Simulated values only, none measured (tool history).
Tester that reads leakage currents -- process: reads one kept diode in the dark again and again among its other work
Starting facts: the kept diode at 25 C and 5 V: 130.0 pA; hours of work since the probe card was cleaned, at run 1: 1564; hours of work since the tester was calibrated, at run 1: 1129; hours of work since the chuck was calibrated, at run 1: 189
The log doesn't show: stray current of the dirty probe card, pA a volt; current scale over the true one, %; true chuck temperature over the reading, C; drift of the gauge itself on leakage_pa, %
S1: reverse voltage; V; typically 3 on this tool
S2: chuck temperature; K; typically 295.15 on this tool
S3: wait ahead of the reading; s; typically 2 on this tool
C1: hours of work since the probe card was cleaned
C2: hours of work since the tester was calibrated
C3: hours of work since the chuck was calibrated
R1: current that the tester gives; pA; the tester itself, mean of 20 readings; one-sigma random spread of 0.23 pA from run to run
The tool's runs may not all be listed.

{"run": 1, "hour": 0.0, "S1": 3, "S2": 295.15, "S3": 2, "C1": 1564, "C2": 1129, "C3": 189, "R1": 70.17}
{"run": 2, "hour": 141.8, "S1": 3, "S2": 295.15, "S3": 2, "C1": 1666, "C2": 1231, "C3": 291, "R1": 67.97}
{"run": 3, "hour": 254.0, "S1": 3, "S2": 295.15, "S3": 2, "C1": 1747, "C2": 1312, "C3": 372, "R1": 65.84}
{"run": 4, "hour": 337.1, "S1": 3, "S2": 295.15, "S3": 1.77, "C1": 1806, "C2": 1372, "C3": 431, "R1": 64.65}
{"run": 5, "hour": 432.5, "S1": 3, "S2": 295.15, "S3": 2, "C1": 1875, "C2": 1440, "C3": 500, "R1": 62.98}
{"hour": 491.3, "done": "probe card cleaned and baked"}
{"run": 6, "hour": 497.4, "S1": 3, "S2": 310.15, "S3": 2, "C1": 4, "C2": 1485, "C3": 544, "R1": 220.46}
{"hour": 572.9, "done": "chuck's temperature calibrated"}
{"run": 7, "hour": 612.6, "S1": 4.86, "S2": 295.15, "S3": 2, "C1": 86, "C2": 1566, "C3": 29, "R1": 102.28}
{"run": 8, "hour": 747.1, "S1": 3, "S2": 295.15, "S3": 2, "C1": 182, "C2": 1662, "C3": 125, "R1": 73.57}
{"run": 9, "hour": 857.7, "S1": 3, "S2": 295.15, "S3": 2, "C1": 262, "C2": 1742, "C3": 205, "R1": 71.62}
{"run": 10, "hour": 987.4, "S1": 3, "S2": 295.15, "S3": 0.84, "C1": 355, "C2": 1835, "C3": 298, "R1": 69.94}
{"run": 11, "hour": 1062.7, "S1": 3, "S2": 295.15, "S3": 0.84, "C1": 409, "C2": 1889, "C3": 352, "R1": 68.39}
{"run": 12, "hour": 1176.7, "S1": 3, "S2": 295.15, "S3": 2, "C1": 491, "C2": 1971, "C3": 434, "R1": 66.27}
{"run": 13, "hour": 1241.5, "S1": 3, "S2": 295.15, "S3": 2, "C1": 537, "C2": 2018, "C3": 480, "R1": 65.34}
{"run": 14, "hour": 1361.5, "S1": 3, "S2": 295.15, "S3": 2, "C1": 624, "C2": 2104, "C3": 566, "R1": 63.68}
{"hour": 1390.2, "done": "probe card cleaned and baked, once more"}
{"hour": 1417.2, "done": "chuck's temperature calibrated"}
{"run": 15, "hour": 1504.4, "S1": 1.34, "S2": 295.15, "S3": 2, "C1": 81, "C2": 2203, "C3": 63, "R1": 44.77}
{"run": 16, "hour": 1570.3, "S1": 1.34, "S2": 295.15, "S3": 2, "C1": 128, "C2": 2250, "C3": 110, "R1": 44.24}
{"run": 17, "hour": 1693.9, "S1": 3, "S2": 295.15, "S3": 2, "C1": 217, "C2": 2339, "C3": 199, "R1": 68.25}
{"hour": 1718.7, "done": "tester calibrated"}
{"run": 18, "hour": 1807.0, "S1": 3, "S2": 295.15, "S3": 2, "C1": 296, "C2": 63, "C3": 279, "R1": 66.97}
{"run": 19, "hour": 1893.8, "S1": 3, "S2": 332.15, "S3": 2, "C1": 359, "C2": 126, "C3": 341, "R1": 1264.61}
{"run": 20, "hour": 1967.5, "S1": 3, "S2": 332.15, "S3": 2, "C1": 412, "C2": 179, "C3": 394, "R1": 1240.13}
{"run": 21, "hour": 2096.9, "S1": 1.43, "S2": 317.15, "S3": 2, "C1": 505, "C2": 272, "C3": 487, "R1": 254.95}
{"run": 22, "hour": 2175.9, "S1": 1.43, "S2": 317.15, "S3": 2, "C1": 561, "C2": 328, "C3": 544, "R1": 250.38}
{"hour": 2257.7, "done": "chuck's temperature calibrated"}
{"run": 23, "hour": 2304.4, "S1": 1.11, "S2": 297.15, "S3": 1.87, "C1": 652, "C2": 419, "C3": 34, "R1": 49.8}
{"run": 24, "hour": 2384.5, "S1": 4.85, "S2": 295.15, "S3": 0.89, "C1": 710, "C2": 477, "C3": 91, "R1": 98.12}
{"run": 25, "hour": 2478.2, "S1": 2.22, "S2": 310.15, "S3": 0.89, "C1": 777, "C2": 544, "C3": 158, "R1": 214.41}
{"run": 26, "hour": 2604.4, "S1": 2.22, "S2": 310.15, "S3": 0.89, "C1": 868, "C2": 635, "C3": 249, "R1": 207.3}
{"run": 27, "hour": 2717.8, "S1": 3, "S2": 318.15, "S3": 0.94, "C1": 949, "C2": 716, "C3": 330, "R1": 453.47}
{"run": 28, "hour": 2805.1, "S1": 3.67, "S2": 313.15, "S3": 7.61, "C1": 1012, "C2": 779, "C3": 393, "R1": 336.92}
{"run": 29, "hour": 2948.5, "S1": 3.67, "S2": 313.15, "S3": 7.61, "C1": 1115, "C2": 882, "C3": 496, "R1": 325.26}
{"run": 30, "hour": 3066.9, "S1": 10.81, "S2": 305.15, "S3": 9.8, "C1": 1200, "C2": 967, "C3": 581, "R1": 310.25}
{"hour": 3092.4, "done": "chuck's temperature calibrated"}
{"run": 31, "hour": 3186.9, "S1": 19.54, "S2": 295.15, "S3": 0.51, "C1": 1285, "C2": 1052, "C3": 68, "R1": 234}
{"run": 32, "hour": 3257.4, "S1": 6.37, "S2": 317.15, "S3": 2.26, "C1": 1335, "C2": 1102, "C3": 119, "R1": 691.3}
{"run": 33, "hour": 3347.8, "S1": 6.37, "S2": 309.15, "S3": 0.77, "C1": 1400, "C2": 1167, "C3": 183, "R1": 362.35}
{"run": 34, "hour": 3463.1, "S1": 6.37, "S2": 309.15, "S3": 0.77, "C1": 1483, "C2": 1250, "C3": 266, "R1": 352.88}
{"run": 35, "hour": 3563.2, "S1": 13.29, "S2": 308.15, "S3": 0.77, "C1": 1555, "C2": 1322, "C3": 338, "R1": 487.31}
{"run": 36, "hour": 3691.4, "S1": 3, "S2": 323.15, "S3": 5.27, "C1": 1647, "C2": 1414, "C3": 430, "R1": 641.06}
{"run": 37, "hour": 3787.2, "S1": 1.06, "S2": 300.15, "S3": 4.85, "C1": 1716, "C2": 1483, "C3": 499, "R1": 53.28}
{"run": 38, "hour": 3883.0, "S1": 3.5, "S2": 307.15, "S3": 2.35, "C1": 1785, "C2": 1552, "C3": 568, "R1": 190.84}
{"hour": 3926.4, "done": "chuck's temperature calibrated"}
{"run": 39, "hour": 3977.4, "S1": 7.1, "S2": 298.15, "S3": 3.04, "C1": 1851, "C2": 1618, "C3": 37, "R1": 162.05}

Consider 3 possible next runs. They are alternatives, not a sequence: every one starts from the tool as it was left by run 39. What does each give?
{"hour": 4064.9, "done": "probe card cleaned and baked"}
{"run": "A", "hour": 4115.3, "S1": 19.89, "S2": 314.15, "S3": 2, "C1": 36, "C2": 1715, "C3": 134, "R1": "?"}
{"hour": 4064.9, "done": "probe card cleaned and baked"}
{"run": "B", "hour": 4115.3, "S1": 7.1, "S2": 298.15, "S3": 1.82, "C1": 36, "C2": 1715, "C3": 134, "R1": "?"}
{"hour": 4064.9, "done": "probe card cleaned and baked"}
{"run": "C", "hour": 4115.3, "S1": 1.12, "S2": 293.15, "S3": 6.49, "C1": 36, "C2": 1715, "C3": 134, "R1": "?"}

run=A R1=1041.32
run=B R1=151.21
run=C R1=32.69
With the hidden condition removed and each run's random variation left untouched, the same runs would have given:
run=A R1=1100.86
run=B R1=160.61
run=C R1=34.81
